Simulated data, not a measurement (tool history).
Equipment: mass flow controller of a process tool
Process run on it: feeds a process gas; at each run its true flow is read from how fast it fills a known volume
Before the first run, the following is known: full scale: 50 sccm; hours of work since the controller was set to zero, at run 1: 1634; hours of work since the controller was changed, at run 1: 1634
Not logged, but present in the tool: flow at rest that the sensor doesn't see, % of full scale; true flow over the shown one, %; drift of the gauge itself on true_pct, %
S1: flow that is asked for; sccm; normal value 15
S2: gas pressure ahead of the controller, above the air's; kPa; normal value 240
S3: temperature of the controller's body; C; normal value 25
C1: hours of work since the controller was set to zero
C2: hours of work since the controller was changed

{"run": 1, "hour": 0.0, "S1": 15, "S2": 240, "S3": 25, "C1": 1634, "C2": 1634, "true flow (%)": 99.08}
{"run": 2, "hour": 352.5, "S1": 15, "S2": 240, "S3": 21, "C1": 1882, "C2": 1882, "true flow (%)": 99.35}
{"run": 3, "hour": 673.1, "S1": 15, "S2": 235, "S3": 21, "C1": 2108, "C2": 2108, "true flow (%)": 99.14}
{"run": 4, "hour": 1055.4, "S1": 15, "S2": 248, "S3": 21, "C1": 2377, "C2": 2377, "true flow (%)": 98.88}
{"run": 5, "hour": 1490.7, "S1": 15, "S2": 248, "S3": 21, "C1": 2684, "C2": 2684, "true flow (%)": 98.9}
{"run": 6, "hour": 1968.5, "S1": 40, "S2": 248, "S3": 21, "C1": 3021, "C2": 3021, "true flow (%)": 99.22}
{"run": 7, "hour": 2214.0, "S1": 40, "S2": 248, "S3": 21, "C1": 3193, "C2": 3193, "true flow (%)": 99.34}
{"run": 8, "hour": 2532.3, "S1": 14, "S2": 177, "S3": 27, "C1": 3418, "C2": 3418, "true flow (%)": 98.51}
{"run": 9, "hour": 2875.5, "S1": 14, "S2": 177, "S3": 27, "C1": 3659, "C2": 3659, "true flow (%)": 98.38}
{"run": 10, "hour": 3256.4, "S1": 24, "S2": 260, "S3": 26, "C1": 3928, "C2": 3928, "true flow (%)": 98.35}
{"run": 11, "hour": 3707.8, "S1": 15, "S2": 265, "S3": 28, "C1": 4245, "C2": 4245, "true flow (%)": 97.96}
{"run": 12, "hour": 4209.6, "S1": 13, "S2": 192, "S3": 22, "C1": 4599, "C2": 4599, "true flow (%)": 98.16}

Forecast each of these 5 alternatives for the next run:
{"run": "A", "hour": 4429.7, "S1": 32, "S2": 237, "S3": 20, "C1": 4754, "C2": 4754, "true flow (%)": "?"}
{"run": "B", "hour": 4429.7, "S1": 13, "S2": 202, "S3": 27, "C1": 4754, "C2": 4754, "true flow (%)": "?"}
{"run": "C", "hour": 4429.7, "S1": 15, "S2": 240, "S3": 21, "C1": 4754, "C2": 4754, "true flow (%)": "?"}
{"run": "D", "hour": 4429.7, "S1": 13, "S2": 192, "S3": 21, "C1": 4754, "C2": 4754, "true flow (%)": "?"}
{"run": "E", "hour": 4429.7, "S1": 46, "S2": 225, "S3": 26, "C1": 4754, "C2": 4754, "true flow (%)": "?"}

run=A true_flow_(%)=98.6
run=B true_flow_(%)=97.93
run=C true_flow_(%)=98.08
run=D true_flow_(%)=98.11
run=E true_flow_(%)=98.61
The same runs, with their run-to-run variation unchanged, on a tool lacking any hidden condition would have given:
run=A true_flow_(%)=99.82
run=B true_flow_(%)=99.14
run=C true_flow_(%)=99.29
run=D true_flow_(%)=99.32
run=E true_flow_(%)=99.84
